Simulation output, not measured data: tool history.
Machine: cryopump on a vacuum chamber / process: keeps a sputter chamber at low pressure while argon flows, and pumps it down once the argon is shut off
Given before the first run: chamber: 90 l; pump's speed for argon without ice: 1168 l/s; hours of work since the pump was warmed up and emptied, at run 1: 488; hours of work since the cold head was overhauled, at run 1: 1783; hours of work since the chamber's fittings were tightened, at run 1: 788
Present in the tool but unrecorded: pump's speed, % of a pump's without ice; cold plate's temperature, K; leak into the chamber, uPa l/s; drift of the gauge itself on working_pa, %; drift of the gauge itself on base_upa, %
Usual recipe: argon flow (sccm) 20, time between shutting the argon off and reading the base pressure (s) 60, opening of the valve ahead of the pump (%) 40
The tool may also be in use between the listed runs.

run    hour  argon flow (sccm)  time between shutting the argon off and reading the base pressure (s)  opening of the valve ahead of the pump (%)  hours of work since the pump was warmed up and emptied  hours of work since the cold head was overhauled  hours of work since the chamber's fittings were tightened  pressure while argon flows (Pa)  pressure after the wait (uPa)
  1       0                 20                                                                     60                                          40                                                     488                                              1783                                                        788                            0.083                            2.4
  2    94.7                 20                                                                     60                                          40                                                     568                                              1863                                                        867                           0.0835                           2.57
      110.6  -- pump warmed up, emptied and cooled again
  3   154.9                 20                                                                     60                                          40                                                      37                                              1909                                                        914                           0.0734                           2.29
  4   240.2                 20                                                                     60                                          40                                                     109                                              1981                                                        986                           0.0755                           2.35
  5   300.5                 20                                                                     60                                          40                                                     160                                              2032                                                       1037                           0.0754                           2.49
  6   368.7                 20                                                                     60                                          40                                                     218                                              2090                                                       1095                           0.0762                           2.55
  7   410.5                 20                                                                     60                                          40                                                     253                                              2125                                                       1130                           0.0772                           2.67
  8   469.8                 20                                                                     60                                          40                                                     303                                              2175                                                       1180                            0.078                           2.71
  9   536.4                 20                                                                    204                                          40                                                     360                                              2232                                                       1236                           0.0791                           2.14
 10   619.3                 20                                                                     60                                          40                                                     430                                              2302                                                       1306                           0.0793                           2.94
 11   685.9                 20                                                                     61                                          40                                                     486                                              2358                                                       1363                           0.0807                            3.1
 12   736.9                 28                                                                     60                                          40                                                     529                                              2401                                                       1406                           0.1151                           3.17
 13   785.4                 20                                                                     60                                          40                                                     570                                              2442                                                       1447                           0.0828                            3.3
      799.9  -- pump warmed up, emptied and cooled again
 14   857.3                 20                                                                     60                                          40                                                      49                                              2498                                                       1503                           0.0749                           2.81
 15   945.4                 20                                                                     60                                          19                                                     123                                              2573                                                       1577                           0.1543                           2.99
 16   991.6                 20                                                                     60                                          19                                                     162                                              2612                                                       1616                            0.157                           3.07
 17  1090.9                 20                                                                     60                                          19                                                     246                                              2696                                                       1700                           0.1581                            3.2
 18  1140.8                 37                                                                     32                                          24                                                     288                                              2738                                                       1742                           0.2329                           4.12
 19  1227.5                 20                                                                     28                                          40                                                     361                                              2811                                                       1816                           0.0786                           4.78
 20  1313.8                 20                                                                     28                                          40                                                     434                                              2884                                                       1889                           0.0801                           4.73
 21  1355.1                 15                                                                     28                                          51                                                     469                                              2919                                                       1923                           0.0487                           5.02
 22  1402.1                 15                                                                     28                                          51                                                     509                                              2958                                                       1963                           0.0495                           5.11
     1488.7  -- pump warmed up, emptied and cooled again
 23  1501.7                 15                                                                     28                                          51                                                      11                                              3038                                                       2043                           0.0437                           4.63
 24  1563.1                 15                                                                     28                                          51                                                      63                                              3090                                                       2095                           0.0442                           4.68
 25  1658.4                 15                                                                     28                                          51                                                     143                                              3170                                                       2175                           0.0452                           4.93
 26  1702.7                 35                                                                    294                                          51                                                     181                                              3208                                                       2213                           0.1058                            2.9
 27  1752.4                  9                                                                    217                                          40                                                     223                                              3250                                                       2255                           0.0338                           3.09
 28  1799.7                  9                                                                    217                                          40                                                     263                                              3290                                                       2295                           0.0354                           3.29
 29  1878.5                 10                                                                     68                                          40                                                     329                                              3356                                                       2361                           0.0386                           3.93
 30  1934.8                 10                                                                     68                                          40                                                     377                                              3404                                                       2409                           0.0396                           4.05
     1988.1  -- leaking fittings of the chamber tightened, without venting
 31  2019.4                 18                                                                    217                                          36                                                     446                                              3474                                                         26                           0.0791                           0.73
 32  2092.2                 18                                                                    118                                          31                                                     508                                              3535                                                         88                           0.0931                           1.03
 33  2144.8                 10                                                                     31                                          40                                                     552                                              3580                                                        132                           0.0422                           2.57

Here are 4 independent what-if runs from the current tool condition. What would each one return?
     2185.5  -- pump warmed up, emptied and cooled again
  A  2228.4                 10                                                                     37                                          40                                                      36                                              3646                                                        199                                ?                              ?
     2185.5  -- pump warmed up, emptied and cooled again
  B  2228.4                 20                                                                     20                                          40                                                      36                                              3646                                                        199                                ?                              ?
     2185.5  -- pump warmed up, emptied and cooled again
  C  2228.4                 20                                                                    139                                          40                                                      36                                              3646                                                        199                                ?                              ?
     2185.5  -- pump warmed up, emptied and cooled again
  D  2228.4                 16                                                                    208                                          40                                                      36                                              3646                                                        199                                ?                              ?

run  pressure while argon flows (Pa)  pressure after the wait (uPa)
  A                            0.037                           2.15
  B                           0.0742                           3.56
  C                           0.0738                           1.01
  D                           0.0599                           0.87
What these runs would have given with no unlogged condition in the tool:
run  pressure while argon flows (Pa)  pressure after the wait (uPa)
  A                            0.036                           1.86
  B                           0.0722                           3.27
  C                           0.0718                            0.7
  D                           0.0582                           0.57
